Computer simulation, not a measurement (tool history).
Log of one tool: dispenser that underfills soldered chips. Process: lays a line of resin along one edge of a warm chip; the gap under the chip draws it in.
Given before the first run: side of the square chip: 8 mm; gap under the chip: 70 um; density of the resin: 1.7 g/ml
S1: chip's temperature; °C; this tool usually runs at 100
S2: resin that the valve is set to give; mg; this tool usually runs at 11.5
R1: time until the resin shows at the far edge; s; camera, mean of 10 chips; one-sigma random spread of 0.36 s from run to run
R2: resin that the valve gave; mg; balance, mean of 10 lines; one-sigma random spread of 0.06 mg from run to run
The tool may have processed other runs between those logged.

| run | hour | S1 | S2 | R1 | R2 |
|---|---|---|---|---|---|
| 1 | 0.0 | 100 | 11.5 | 26.6 | 11.35 |
| 2 | 3.0 | 100 | 11.5 | 30.6 | 11.29 |
|  | 5.0 | new syringe of resin |
| 3 | 7.1 | 98 | 11.5 | 22.9 | 11.20 |
| 4 | 11.1 | 98 | 11.5 | 28.6 | 11.08 |
| 5 | 14.5 | 98 | 11.5 | 34.8 | 11.21 |
|  | 15.8 | new syringe of resin |
| 6 | 20.1 | 98 | 11.5 | 26.3 | 11.14 |
| 7 | 24.2 | 98 | 11.5 | 32.6 | 11.10 |
|  | 26.6 | new syringe of resin |
| 8 | 27.1 | 100 | 11.5 | 19.4 | 11.16 |
| 9 | 30.2 | 100 | 11.5 | 23.3 | 11.04 |
| 10 | 34.6 | 100 | 11.5 | 29.1 | 11.05 |
|  | 37.7 | new syringe of resin |
| 11 | 40.9 | 100 | 11.5 | 23.3 | 11.01 |
| 12 | 43.8 | 100 | 11.4 | 26.9 | 10.80 |
| 13 | 47.1 | 100 | 14.1 | 31.1 | 13.42 |
|  | 48.4 | new syringe of resin |
| 14 | 51.8 | 100 | 14.1 | 22.4 | 13.41 |
| 15 | 57.4 | 100 | 14.1 | 31.0 | 13.36 |
|  | 59.2 | new syringe of resin |
| 16 | 63.1 | 100 | 14.1 | 23.1 | 13.25 |
| 17 | 68.3 | 100 | 14.1 | 30.2 | 13.22 |
|  | 69.9 | new syringe of resin |
| 18 | 72.4 | 100 | 11.5 | 22.9 | 10.80 |
| 19 | 77.3 | 100 | 13.2 | 27.9 | 12.28 |
|  | 80.7 | new syringe of resin |
| 20 | 81.6 | 98 | 10.9 | 22.9 | 10.08 |
| 21 | 85.7 | 98 | 10.9 | 27.8 | 10.10 |
|  | 91.4 | new syringe of resin |
| 22 | 91.4 | 86 | 13.7 | 34.1 | 12.64 |
| 23 | 97.2 | 86 | 13.7 | 46.9 | 12.68 |
|  | 102.3 | new syringe of resin |
| 24 | 102.3 | 101 | 14.1 | 18.1 | 12.88 |
| 25 | 107.0 | 97 | 13.2 | 28.0 | 11.97 |
| 26 | 110.3 | 97 | 13.2 | 32.8 | 12.01 |
|  | 113.1 | new syringe of resin |
| 27 | 114.4 | 97 | 13.2 | 22.3 | 12.03 |
| 28 | 119.0 | 97 | 13.2 | 29.1 | 11.96 |
| 29 | 122.8 | 108 | 11.5 | 24.0 | 10.47 |
|  | 124.1 | new syringe of resin |
| 30 | 129.1 | 95 | 10.5 | 31.1 | 9.45 |
| 31 | 132.9 | 95 | 10.5 | 38.4 | 9.47 |
|  | 135.1 | new syringe of resin |
| 32 | 139.3 | 109 | 11.5 | 17.1 | 10.24 |
|  | 141.7 | dispensing valve cleaned and set on the balance |
| 33 | 143.9 | 99 | 12.8 | 29.9 | 12.75 |
|  | 146.8 | new syringe of resin |
| 34 | 148.1 | 99 | 12.8 | 21.5 | 12.71 |
| 35 | 153.1 | 96 | 14.0 | 30.3 | 13.93 |

Measured minus without-hidden-state, run by run (identical run-to-run variation in each term; gauge scatter may differ):
What the log doesn't record here: resin's viscosity, % of fresh resin's; dose that the valve gives, % of what is set; true chip temperature over the reading, C; drift of the gauge itself on fill_s, %; drift of the gauge itself on given_mg, %.
| run | R1 | R2 |
|---|---|---|
| 1 | +7.3 | -0.22 |
| 2 | +11.8 | -0.24 |
| 3 | +2.4 | -0.27 |
| 4 | +8.0 | -0.30 |
| 5 | +14.0 | -0.32 |
| 6 | +5.0 | -0.36 |
| 7 | +11.3 | -0.39 |
| 8 | +0.3 | -0.40 |
| 9 | +3.9 | -0.43 |
| 10 | +10.1 | -0.46 |
| 11 | +3.6 | -0.51 |
| 12 | +7.4 | -0.52 |
| 13 | +12.2 | -0.68 |
| 14 | +3.4 | -0.71 |
| 15 | +11.4 | -0.77 |
| 16 | +3.9 | -0.82 |
| 17 | +11.4 | -0.87 |
| 18 | +2.8 | -0.74 |
| 19 | +8.9 | -0.88 |
| 20 | +1.3 | -0.75 |
| 21 | +6.8 | -0.79 |
| 22 | -0.2 | -1.04 |
| 23 | +12.1 | -1.09 |
| 24 | -0.2 | -1.17 |
| 25 | +5.7 | -1.12 |
| 26 | +11.0 | -1.16 |
| 27 | +1.1 | -1.20 |
| 28 | +7.4 | -1.22 |
| 29 | +9.4 | -1.11 |
| 30 | +7.5 | -1.05 |
| 31 | +14.7 | -1.08 |
| 32 | +3.4 | -1.22 |
| 33 | +9.7 | +0.00 |
| 34 | +0.8 | -0.04 |
| 35 | +8.0 | -0.08 |

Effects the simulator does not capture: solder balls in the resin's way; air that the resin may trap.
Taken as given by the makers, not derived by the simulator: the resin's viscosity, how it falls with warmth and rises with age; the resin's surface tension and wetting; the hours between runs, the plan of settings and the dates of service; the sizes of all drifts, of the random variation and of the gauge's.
